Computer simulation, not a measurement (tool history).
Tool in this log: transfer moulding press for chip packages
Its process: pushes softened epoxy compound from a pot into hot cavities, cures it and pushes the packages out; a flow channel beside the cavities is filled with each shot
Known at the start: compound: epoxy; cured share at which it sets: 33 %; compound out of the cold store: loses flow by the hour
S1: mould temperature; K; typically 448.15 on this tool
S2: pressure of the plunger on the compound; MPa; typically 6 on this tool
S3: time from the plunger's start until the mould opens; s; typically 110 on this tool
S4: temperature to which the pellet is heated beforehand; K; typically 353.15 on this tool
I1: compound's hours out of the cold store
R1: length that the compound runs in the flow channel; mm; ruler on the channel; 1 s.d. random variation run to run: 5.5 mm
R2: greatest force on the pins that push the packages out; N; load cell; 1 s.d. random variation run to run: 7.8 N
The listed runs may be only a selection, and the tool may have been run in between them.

Run 1, hour 0: usual settings; I1 19.6. Result: R1 976 mm, R2 481 N.
At hour 24.9: cavities cleaned with cleaning compound and waxed.
Run 2, hour 34: usual settings; I1 31.4. Result: R1 898 mm, R2 379 N.
At hour 41.3: plunger's sealing rings changed.
Run 3, hour 62.2: usual settings; I1 30.1. Result: R1 943 mm, R2 469 N.
At hour 91.5: cavities cleaned with cleaning compound and waxed.
Run 4, hour 96.9: usual settings; I1 42. Result: R1 870 mm, R2 364 N.
Run 5, hour 126.3: usual settings; I1 41.2. Result: R1 885 mm, R2 451 N.
At hour 155.1: cavities cleaned with cleaning compound and waxed.
Run 6, hour 161: usual settings; I1 25.7. Result: R1 954 mm, R2 354 N.
Run 7, hour 196.7: usual settings; I1 23.2. Result: R1 965 mm, R2 479 N.
At hour 219.2: cavities cleaned with cleaning compound and waxed.
Run 8, hour 229.7: usual settings; I1 27.9. Result: R1 935 mm, R2 399 N.
Run 9, hour 251.3: usual settings; I1 16.4. Result: R1 996 mm, R2 460 N.
Run 10, hour 273.1: usual settings but S1 441.15 K; I1 35.3. Result: R1 917 mm, R2 688 N.
At hour 282.9: cavities cleaned with cleaning compound and waxed.
Run 11, hour 300.5: usual settings but S1 450.15 K; I1 35.6. Result: R1 887 mm, R2 385 N.
Run 12, hour 329.6: usual settings but S1 450.15 K; I1 14.7. Result: R1 995 mm, R2 481 N.
At hour 349.4: cavities cleaned with cleaning compound and waxed.
Run 13, hour 351: usual settings but S1 453.15 K, S2 4.91 MPa, S3 107 s, S4 344.15 K; I1 8.7. Result: R1 929 mm, R2 329 N.
At hour 356.4: mould's thermocouples calibrated.
Run 14, hour 374.3: usual settings but S3 133 s, S4 346.15 K; I1 38.6. Result: R1 868 mm, R2 369 N.
Run 15, hour 406.3: usual settings but S3 101 s; I1 45.8. Result: R1 832 mm, R2 560 N.
At hour 415.3: cavities cleaned with cleaning compound and waxed.
Run 16, hour 432.8: usual settings but S1 455.15 K, S3 102 s, S4 347.15 K; I1 19.6. Result: R1 938 mm, R2 399 N.
At hour 442.5: plunger's sealing rings changed.
Run 17, hour 459.3: usual settings but S1 455.15 K, S2 7.23 MPa, S3 113 s, S4 360.15 K; I1 28.3. Result: R1 1000 mm, R2 438 N.
At hour 482.3: cavities cleaned with cleaning compound and waxed.
Run 18, hour 491.2: usual settings but S1 455.15 K, S2 7.23 MPa, S3 113 s, S4 360.15 K; I1 35.7. Result: R1 960 mm, R2 357 N.
Run 19, hour 525.7: usual settings but S1 441.15 K; I1 16.6. Result: R1 1045 mm, R2 715 N.
At hour 546.6: cavities cleaned with cleaning compound and waxed.
Run 20, hour 562.6: usual settings but S1 449.15 K, S2 5.65 MPa, S4 356.15 K; I1 9.4. Result: R1 1010 mm, R2 407 N.

Alternative continuations, all from the tool just after run 20; predict every row:
Run A, hour 598.1: usual settings but S1 454.15 K, S4 350.15 K; I1 20.5. Result: R1 ?, R2 ?.
Run B, hour 598.1: usual settings but S1 449.15 K, S2 5.37 MPa, S3 136 s, S4 356.15 K; I1 43.6. Result: R1 ?, R2 ?.
Run C, hour 598.1: usual settings but S1 449.15 K, S2 5.65 MPa, S4 362.15 K; I1 29.1. Result: R1 ?, R2 ?.

run   R1   R2
  A  962  447
  B  805  449
  C  898  480
Without the tool's unlogged condition, the same runs would have read:
run   R1   R2
  A  978  302
  B  819  304
  C  914  325
